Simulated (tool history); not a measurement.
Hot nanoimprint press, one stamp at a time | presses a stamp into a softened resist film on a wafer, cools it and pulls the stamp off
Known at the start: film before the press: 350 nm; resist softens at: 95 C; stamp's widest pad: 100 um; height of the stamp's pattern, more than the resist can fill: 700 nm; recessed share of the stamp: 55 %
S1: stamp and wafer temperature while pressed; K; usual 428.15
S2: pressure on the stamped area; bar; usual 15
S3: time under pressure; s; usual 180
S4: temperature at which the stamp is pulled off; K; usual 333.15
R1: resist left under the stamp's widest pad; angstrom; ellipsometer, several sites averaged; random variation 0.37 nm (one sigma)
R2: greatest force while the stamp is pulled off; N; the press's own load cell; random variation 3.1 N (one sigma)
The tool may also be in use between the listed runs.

| run | hour | S1 | S2 | S3 | S4 | R1 | R2 |
|---|---|---|---|---|---|---|---|
| 1 | 0 | 428.15 | 15 | 180 | 333.15 | 1374 | 170 |
| 2 | 57.5 | 428.15 | 15 | 180 | 333.15 | 1370 | 169 |
| 3 | 109.5 | 428.15 | 15 | 180 | 333.15 | 1363 | 173 |
| 4 | 157.1 | 428.15 | 15 | 268 | 333.15 | 1168 | 169 |
| 5 | 186.6 | 428.15 | 13.8 | 180 | 333.15 | 1424 | 169 |
| 6 | 217.3 | 428.15 | 13.8 | 180 | 333.15 | 1421 | 168 |
| 7 | 244 | 428.15 | 15.1 | 180 | 333.15 | 1350 | 168 |
| 8 | 285.3 | 428.15 | 15.1 | 180 | 333.15 | 1357 | 168 |
| 9 | 318.3 | 428.15 | 15 | 180 | 333.15 | 1359 | 173 |
| 10 | 362.2 | 428.15 | 9.2 | 180 | 333.15 | 1735 | 170 |
| 11 | 387.4 | 428.15 | 14.1 | 180 | 333.15 | 1403 | 171 |
|  | 433.4 | stamp cleaned and given a new release coat |
| 12 | 433.5 | 428.15 | 15 | 180 | 333.15 | 1362 | 173 |
| 13 | 488.5 | 428.15 | 15 | 180 | 333.15 | 1353 | 174 |
| 14 | 538.7 | 428.15 | 15 | 180 | 333.15 | 1350 | 168 |
| 15 | 593.7 | 428.15 | 15 | 180 | 333.15 | 1346 | 167 |
| 16 | 630.7 | 428.15 | 15 | 132 | 319.15 | 1506 | 205 |
| 17 | 668.9 | 428.15 | 15 | 122 | 333.15 | 1556 | 164 |
|  | 689.9 | plate thermocouple calibrated |
| 18 | 724.2 | 428.15 | 18.6 | 180 | 333.15 | 1213 | 165 |
| 19 | 770.7 | 428.15 | 16.8 | 262 | 340.15 | 1103 | 148 |
| 20 | 800.9 | 428.15 | 16.8 | 262 | 332.15 | 1098 | 173 |
| 21 | 831.7 | 428.15 | 16.8 | 184 | 332.15 | 1261 | 176 |
|  | 867.4 | stamp cleaned and given a new release coat |
|  | 875.4 | press's hydraulic seals changed and the load cell set to zero |
| 22 | 887.4 | 428.15 | 16.8 | 184 | 332.15 | 1257 | 173 |
| 23 | 944.4 | 428.15 | 16.8 | 184 | 332.15 | 1252 | 172 |
| 24 | 1001.2 | 428.15 | 19 | 151 | 320.15 | 1274 | 198 |
| 25 | 1046 | 428.15 | 19 | 151 | 320.15 | 1268 | 205 |
| 26 | 1072.5 | 428.15 | 18.8 | 125 | 323.15 | 1366 | 199 |
| 27 | 1117.9 | 427.15 | 18.8 | 153 | 323.15 | 1313 | 200 |
| 28 | 1154.5 | 434.15 | 18.8 | 153 | 328.15 | 982 | 182 |
| 29 | 1185.3 | 428.15 | 19.2 | 294 | 325.15 | 968 | 193 |

5 ways to go on from here, each from the tool as it stands after run 29. What would each give?
| A | 1208.7 | 428.15 | 20.1 | 317 | 325.15 | ? | ? |
| B | 1208.7 | 423.15 | 21.9 | 294 | 325.15 | ? | ? |
| C | 1208.7 | 428.15 | 19.2 | 294 | 335.15 | ? | ? |
| D | 1208.7 | 426.15 | 19.2 | 294 | 325.15 | ? | ? |
| E | 1208.7 | 428.15 | 15 | 180 | 329.15 | ? | ? |

| run | R1 | R2 |
|---|---|---|
| A | 918 | 189 |
| B | 1141 | 195 |
| C | 965 | 172 |
| D | 1061 | 191 |
| E | 1338 | 185 |
Without the tool's hidden state the same runs would have given:
| run | R1 | R2 |
|---|---|---|
| A | 939 | 189 |
| B | 1167 | 194 |
| C | 988 | 171 |
| D | 1086 | 190 |
| E | 1369 | 184 |
